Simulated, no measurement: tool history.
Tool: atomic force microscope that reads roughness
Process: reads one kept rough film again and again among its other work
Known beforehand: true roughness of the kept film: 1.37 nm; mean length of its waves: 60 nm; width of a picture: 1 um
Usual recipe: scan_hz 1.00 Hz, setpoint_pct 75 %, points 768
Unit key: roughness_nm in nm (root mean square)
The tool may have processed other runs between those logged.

| run | day | scan_hz | setpoint_pct | points | roughness_nm |
|---|---|---|---|---|---|
| 1 | 0.000 | 1.00 | 75 | 768 | 1.261 |
|  | 1.617 | new tip fitted |
| 2 | 1.650 | 1.00 | 75 | 768 | 1.261 |
| 3 | 3.462 | 1.00 | 75 | 839 | 1.244 |
|  | 4.425 | new tip fitted |
| 4 | 4.521 | 1.00 | 75 | 657 | 1.263 |
| 5 | 6.121 | 2.91 | 75 | 768 | 1.101 |
| 6 | 7.125 | 2.91 | 75 | 768 | 1.094 |
|  | 7.308 | new tip fitted |
| 7 | 8.133 | 3.45 | 75 | 768 | 1.080 |
| 8 | 9.771 | 1.00 | 75 | 768 | 1.230 |
|  | 10.171 | new tip fitted |
| 9 | 11.008 | 1.00 | 75 | 768 | 1.252 |
| 10 | 11.971 | 1.00 | 75 | 768 | 1.238 |
|  | 13.079 | new tip fitted |
| 11 | 13.779 | 1.00 | 75 | 537 | 1.248 |
| 12 | 14.746 | 1.00 | 75 | 537 | 1.244 |
|  | 16.004 | new tip fitted |
| 13 | 16.217 | 1.00 | 67 | 768 | 1.292 |
| 14 | 17.825 | 1.00 | 67 | 768 | 1.273 |
|  | 18.862 | new tip fitted |
| 15 | 19.075 | 1.00 | 67 | 768 | 1.290 |
| 16 | 20.150 | 1.00 | 67 | 768 | 1.273 |
| 17 | 21.392 | 1.00 | 67 | 768 | 1.274 |
|  | 21.671 | new tip fitted |
| 18 | 22.721 | 1.00 | 67 | 768 | 1.278 |
|  | 24.542 | new tip fitted |
| 19 | 24.596 | 1.00 | 75 | 768 | 1.258 |
| 20 | 25.888 | 1.00 | 75 | 768 | 1.250 |
| 21 | 27.242 | 1.00 | 75 | 768 | 1.233 |
|  | 27.367 | new tip fitted |
| 22 | 28.579 | 1.00 | 75 | 768 | 1.243 |
|  | 30.275 | new tip fitted |
| 23 | 30.275 | 1.00 | 75 | 768 | 1.267 |
| 24 | 32.029 | 0.72 | 71 | 329 | 1.276 |
|  | 33.133 | new tip fitted |
| 25 | 33.838 | 0.72 | 71 | 329 | 1.280 |
| 26 | 35.546 | 1.98 | 75 | 768 | 1.155 |
|  | 35.962 | new tip fitted |
| 27 | 36.846 | 0.69 | 75 | 768 | 1.279 |
| 28 | 38.088 | 0.78 | 77 | 303 | 1.247 |
|  | 38.796 | new tip fitted |
| 29 | 39.746 | 0.78 | 70 | 503 | 1.281 |
| 30 | 40.538 | 0.78 | 70 | 503 | 1.272 |
|  | 41.588 | new tip fitted |
| 31 | 42.238 | 0.78 | 70 | 503 | 1.289 |
| 32 | 43.146 | 0.78 | 70 | 503 | 1.282 |
|  | 44.375 | new tip fitted |
| 33 | 44.950 | 0.57 | 83 | 299 | 1.262 |
| 34 | 46.162 | 0.57 | 83 | 299 | 1.242 |
|  | 47.258 | new tip fitted |
| 35 | 47.267 | 0.57 | 83 | 299 | 1.270 |
| 36 | 48.517 | 0.52 | 75 | 996 | 1.284 |
| 37 | 49.625 | 1.01 | 81 | 455 | 1.197 |
|  | 50.154 | new tip fitted |
| 38 | 50.596 | 1.01 | 81 | 455 | 1.219 |
| 39 | 51.679 | 1.01 | 81 | 455 | 1.214 |
| 40 | 52.450 | 1.01 | 89 | 455 | 1.153 |
|  | 53.038 | new tip fitted |
| 41 | 53.221 | 3.70 | 86 | 475 | 0.926 |
| 42 | 54.529 | 1.00 | 70 | 470 | 1.263 |

Same runs, no hidden state in the tool, same run-to-run variation:
What the log doesn't record here: radius of the tip, nm; height scale over the true one, %; drift of the gauge itself on roughness_nm, %.
| run | roughness_nm |
|---|---|
| 1 | 1.276 |
| 2 | 1.266 |
| 3 | 1.268 |
| 4 | 1.268 |
| 5 | 1.122 |
| 6 | 1.126 |
| 7 | 1.093 |
| 8 | 1.263 |
| 9 | 1.267 |
| 10 | 1.264 |
| 11 | 1.262 |
| 12 | 1.269 |
| 13 | 1.300 |
| 14 | 1.300 |
| 15 | 1.298 |
| 16 | 1.294 |
| 17 | 1.310 |
| 18 | 1.298 |
| 19 | 1.265 |
| 20 | 1.271 |
| 21 | 1.270 |
| 22 | 1.263 |
| 23 | 1.275 |
| 24 | 1.305 |
| 25 | 1.296 |
| 26 | 1.190 |
| 27 | 1.297 |
| 28 | 1.279 |
| 29 | 1.299 |
| 30 | 1.300 |
| 31 | 1.304 |
| 32 | 1.307 |
| 33 | 1.277 |
| 34 | 1.272 |
| 35 | 1.280 |
| 36 | 1.308 |
| 37 | 1.231 |
| 38 | 1.233 |
| 39 | 1.238 |
| 40 | 1.184 |
| 41 | 0.934 |
| 42 | 1.289 |
